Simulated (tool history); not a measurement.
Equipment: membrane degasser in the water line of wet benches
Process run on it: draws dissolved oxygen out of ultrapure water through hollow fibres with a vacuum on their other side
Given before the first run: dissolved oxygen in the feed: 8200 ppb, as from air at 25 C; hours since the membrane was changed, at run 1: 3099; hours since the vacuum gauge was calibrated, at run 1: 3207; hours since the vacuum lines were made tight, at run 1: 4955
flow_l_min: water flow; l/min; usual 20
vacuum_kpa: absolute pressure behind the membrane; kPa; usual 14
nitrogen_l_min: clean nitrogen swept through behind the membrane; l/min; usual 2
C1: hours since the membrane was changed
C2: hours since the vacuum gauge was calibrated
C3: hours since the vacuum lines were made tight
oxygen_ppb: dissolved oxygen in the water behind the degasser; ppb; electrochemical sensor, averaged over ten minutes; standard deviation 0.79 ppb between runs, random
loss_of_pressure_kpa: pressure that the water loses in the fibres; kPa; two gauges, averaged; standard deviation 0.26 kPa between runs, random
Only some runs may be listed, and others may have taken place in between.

run 1 hour=0 | flow_l_min=20 vacuum_kpa=14 nitrogen_l_min=2 | C1=3099 C2=3207 C3=4955 | oxygen_ppb=256.9 loss_of_pressure_kpa=70.21
run 2 hour=32.5 | flow_l_min=20 vacuum_kpa=14 nitrogen_l_min=2 | C1=3131 C2=3239 C3=4987 | oxygen_ppb=255.8 loss_of_pressure_kpa=70.61
-- hour=54.9 vacuum gauge calibrated
run 3 hour=100.5 | flow_l_min=20 vacuum_kpa=14 nitrogen_l_min=2 | C1=3199 C2=46 C3=5055 | oxygen_ppb=257.2 loss_of_pressure_kpa=70.9
run 4 hour=159 | flow_l_min=20 vacuum_kpa=14 nitrogen_l_min=3.63 | C1=3257 C2=104 C3=5113 | oxygen_ppb=148.7 loss_of_pressure_kpa=70.03
run 5 hour=232.4 | flow_l_min=20 vacuum_kpa=14 nitrogen_l_min=3.63 | C1=3331 C2=177 C3=5187 | oxygen_ppb=148.7 loss_of_pressure_kpa=70.66
run 6 hour=283.3 | flow_l_min=20 vacuum_kpa=14 nitrogen_l_min=3.63 | C1=3382 C2=228 C3=5238 | oxygen_ppb=149.2 loss_of_pressure_kpa=70.41
-- hour=336 vacuum gauge calibrated, once more
run 7 hour=344.3 | flow_l_min=20 vacuum_kpa=14 nitrogen_l_min=2 | C1=3442 C2=8 C3=5298 | oxygen_ppb=251.5 loss_of_pressure_kpa=70.89
run 8 hour=422.9 | flow_l_min=20 vacuum_kpa=14 nitrogen_l_min=2 | C1=3521 C2=87 C3=5377 | oxygen_ppb=253 loss_of_pressure_kpa=70.23
run 9 hour=495.7 | flow_l_min=20 vacuum_kpa=14 nitrogen_l_min=2 | C1=3594 C2=160 C3=5449 | oxygen_ppb=253.2 loss_of_pressure_kpa=70.69
run 10 hour=549.3 | flow_l_min=20 vacuum_kpa=14 nitrogen_l_min=2 | C1=3647 C2=213 C3=5503 | oxygen_ppb=252.9 loss_of_pressure_kpa=70.89
run 11 hour=599.5 | flow_l_min=20 vacuum_kpa=14 nitrogen_l_min=2 | C1=3697 C2=263 C3=5553 | oxygen_ppb=251.5 loss_of_pressure_kpa=70.66
run 12 hour=638 | flow_l_min=20 vacuum_kpa=14 nitrogen_l_min=1.52 | C1=3736 C2=302 C3=5592 | oxygen_ppb=322.9 loss_of_pressure_kpa=71.01
run 13 hour=717.8 | flow_l_min=20 vacuum_kpa=14 nitrogen_l_min=3.68 | C1=3816 C2=382 C3=5672 | oxygen_ppb=143.8 loss_of_pressure_kpa=70.92
run 14 hour=792.8 | flow_l_min=20 vacuum_kpa=10.2 nitrogen_l_min=3.68 | C1=3891 C2=457 C3=5747 | oxygen_ppb=95.5 loss_of_pressure_kpa=71.63
run 15 hour=872.3 | flow_l_min=20 vacuum_kpa=9.3 nitrogen_l_min=1.1 | C1=3970 C2=536 C3=5826 | oxygen_ppb=248.1 loss_of_pressure_kpa=70.71
run 16 hour=941 | flow_l_min=25 vacuum_kpa=12.8 nitrogen_l_min=1.1 | C1=4039 C2=605 C3=5895 | oxygen_ppb=463.1 loss_of_pressure_kpa=88.66
run 17 hour=998.5 | flow_l_min=20 vacuum_kpa=14 nitrogen_l_min=4.4 | C1=4096 C2=662 C3=5952 | oxygen_ppb=122.6 loss_of_pressure_kpa=70.57
run 18 hour=1065.2 | flow_l_min=20 vacuum_kpa=14 nitrogen_l_min=4.4 | C1=4163 C2=729 C3=6019 | oxygen_ppb=122.3 loss_of_pressure_kpa=71.08
run 19 hour=1101.9 | flow_l_min=28 vacuum_kpa=19.4 nitrogen_l_min=2 | C1=4200 C2=766 C3=6056 | oxygen_ppb=506.6 loss_of_pressure_kpa=99.8
run 20 hour=1137.2 | flow_l_min=14 vacuum_kpa=19.4 nitrogen_l_min=2.69 | C1=4235 C2=801 C3=6091 | oxygen_ppb=203.2 loss_of_pressure_kpa=49.55
run 21 hour=1212.7 | flow_l_min=14 vacuum_kpa=19.4 nitrogen_l_min=2.69 | C1=4311 C2=877 C3=6166 | oxygen_ppb=203.2 loss_of_pressure_kpa=49.62
run 22 hour=1258.9 | flow_l_min=14 vacuum_kpa=19.4 nitrogen_l_min=2.69 | C1=4357 C2=923 C3=6213 | oxygen_ppb=205.1 loss_of_pressure_kpa=49.57
run 23 hour=1296.2 | flow_l_min=16 vacuum_kpa=30.7 nitrogen_l_min=2.89 | C1=4394 C2=960 C3=6250 | oxygen_ppb=358.2 loss_of_pressure_kpa=56.98

5 ways to go on from here, each from the tool as it stands after run 23. What would each give?
run A hour=1365 | flow_l_min=31 vacuum_kpa=30.7 nitrogen_l_min=0.86 | C1=4463 C2=1029 C3=6319 | oxygen_ppb=? loss_of_pressure_kpa=?
run B hour=1365 | flow_l_min=20 vacuum_kpa=18.4 nitrogen_l_min=2 | C1=4463 C2=1029 C3=6319 | oxygen_ppb=? loss_of_pressure_kpa=?
run C hour=1365 | flow_l_min=31 vacuum_kpa=30.6 nitrogen_l_min=2 | C1=4463 C2=1029 C3=6319 | oxygen_ppb=? loss_of_pressure_kpa=?
run D hour=1365 | flow_l_min=16 vacuum_kpa=22.4 nitrogen_l_min=2.72 | C1=4463 C2=1029 C3=6319 | oxygen_ppb=? loss_of_pressure_kpa=?
run E hour=1365 | flow_l_min=20 vacuum_kpa=9.8 nitrogen_l_min=1.74 | C1=4463 C2=1029 C3=6319 | oxygen_ppb=? loss_of_pressure_kpa=?

run=A oxygen_ppb=1678.2 loss_of_pressure_kpa=109.72
run=B oxygen_ppb=350.8 loss_of_pressure_kpa=70.42
run=C oxygen_ppb=888.2 loss_of_pressure_kpa=110.14
run=D oxygen_ppb=268.5 loss_of_pressure_kpa=56.81
run=E oxygen_ppb=180.2 loss_of_pressure_kpa=70.64
Without the tool's hidden state the same runs would have given:
run=A oxygen_ppb=1673 loss_of_pressure_kpa=107.29
run=B oxygen_ppb=347.8 loss_of_pressure_kpa=68.85
run=C oxygen_ppb=883.5 loss_of_pressure_kpa=107.69
run=D oxygen_ppb=266.1 loss_of_pressure_kpa=55.54
run=E oxygen_ppb=177.7 loss_of_pressure_kpa=69.07

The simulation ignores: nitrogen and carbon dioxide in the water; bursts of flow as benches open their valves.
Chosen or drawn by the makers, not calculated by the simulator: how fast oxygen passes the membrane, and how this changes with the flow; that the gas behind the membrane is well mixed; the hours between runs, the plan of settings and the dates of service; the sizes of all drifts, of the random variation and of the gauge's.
